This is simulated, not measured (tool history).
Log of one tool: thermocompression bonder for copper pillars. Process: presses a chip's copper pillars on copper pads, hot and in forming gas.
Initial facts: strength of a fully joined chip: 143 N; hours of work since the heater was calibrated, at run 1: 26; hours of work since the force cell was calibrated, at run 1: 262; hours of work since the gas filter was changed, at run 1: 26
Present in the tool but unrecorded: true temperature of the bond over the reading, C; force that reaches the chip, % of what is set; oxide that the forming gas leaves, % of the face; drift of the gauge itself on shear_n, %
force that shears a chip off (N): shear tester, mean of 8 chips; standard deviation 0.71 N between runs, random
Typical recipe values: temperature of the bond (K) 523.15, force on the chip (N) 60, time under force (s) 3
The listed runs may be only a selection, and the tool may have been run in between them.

| run | day | temperature of the bond (K) | force on the chip (N) | time under force (s) | hours of work since the heater was calibrated | hours of work since the force cell was calibrated | hours of work since the gas filter was changed | force that shears a chip off (N) |
|---|---|---|---|---|---|---|---|---|
| 1 | 0.000 | 523.15 | 60 | 3 | 26 | 262 | 26 | 50.6 |
| 2 | 2.817 | 523.15 | 60 | 3 | 78 | 314 | 78 | 49.8 |
| 3 | 4.996 | 523.15 | 60 | 2 | 118 | 354 | 118 | 43.7 |
| 4 | 6.312 | 523.15 | 60 | 2 | 142 | 378 | 142 | 42.6 |
| 5 | 8.296 | 523.15 | 60 | 2 | 178 | 414 | 178 | 43.9 |
| 6 | 10.992 | 523.15 | 60 | 2 | 227 | 463 | 227 | 43.4 |
| 7 | 12.246 | 523.15 | 60 | 2 | 250 | 486 | 250 | 42.6 |
| 8 | 14.271 | 523.15 | 60 | 2 | 287 | 523 | 287 | 43.3 |
| 9 | 16.925 | 523.15 | 60 | 3 | 336 | 572 | 336 | 51.7 |
| 10 | 18.371 | 523.15 | 60 | 3 | 362 | 598 | 362 | 49.5 |
|  | 19.467 | forming gas filter changed |
| 11 | 21.217 | 533.15 | 59 | 8 | 414 | 650 | 32 | 81.9 |
| 12 | 22.833 | 516.15 | 59 | 8 | 443 | 679 | 62 | 65.8 |
| 13 | 25.192 | 498.15 | 57 | 9 | 487 | 723 | 105 | 51.0 |
| 14 | 27.308 | 498.15 | 87 | 9 | 525 | 761 | 143 | 67.2 |
| 15 | 28.858 | 498.15 | 87 | 9 | 554 | 790 | 172 | 67.2 |
| 16 | 30.308 | 511.15 | 50 | 3 | 580 | 816 | 198 | 36.5 |
| 17 | 32.412 | 510.15 | 37 | 3 | 619 | 855 | 237 | 27.7 |
| 18 | 34.954 | 521.15 | 51 | 2 | 665 | 901 | 283 | 35.1 |
| 19 | 37.683 | 521.15 | 51 | 2 | 715 | 951 | 333 | 36.5 |
| 20 | 38.896 | 508.15 | 66 | 2 | 737 | 973 | 355 | 35.9 |

Below are 4 alternative next runs, each starting from the tool's condition after run 20. Predict each:
|  | 40.242 | forming gas filter changed |
| A | 40.921 | 542.15 | 54 | 6 | 774 | 1010 | 12 | ? |
|  | 40.242 | forming gas filter changed |
| B | 40.921 | 505.15 | 70 | 4 | 774 | 1010 | 12 | ? |
|  | 40.242 | forming gas filter changed |
| C | 40.921 | 523.15 | 74 | 3 | 774 | 1010 | 12 | ? |
|  | 40.242 | forming gas filter changed |
| D | 40.921 | 529.15 | 42 | 4 | 774 | 1010 | 12 | ? |

| run | force that shears a chip off (N) |
|---|---|
| A | 80.0 |
| B | 47.7 |
| C | 58.5 |
| D | 48.7 |
What these runs would have given with no unlogged condition in the tool:
| run | force that shears a chip off (N) |
|---|---|
| A | 79.6 |
| B | 47.3 |
| C | 58.1 |
| D | 48.4 |

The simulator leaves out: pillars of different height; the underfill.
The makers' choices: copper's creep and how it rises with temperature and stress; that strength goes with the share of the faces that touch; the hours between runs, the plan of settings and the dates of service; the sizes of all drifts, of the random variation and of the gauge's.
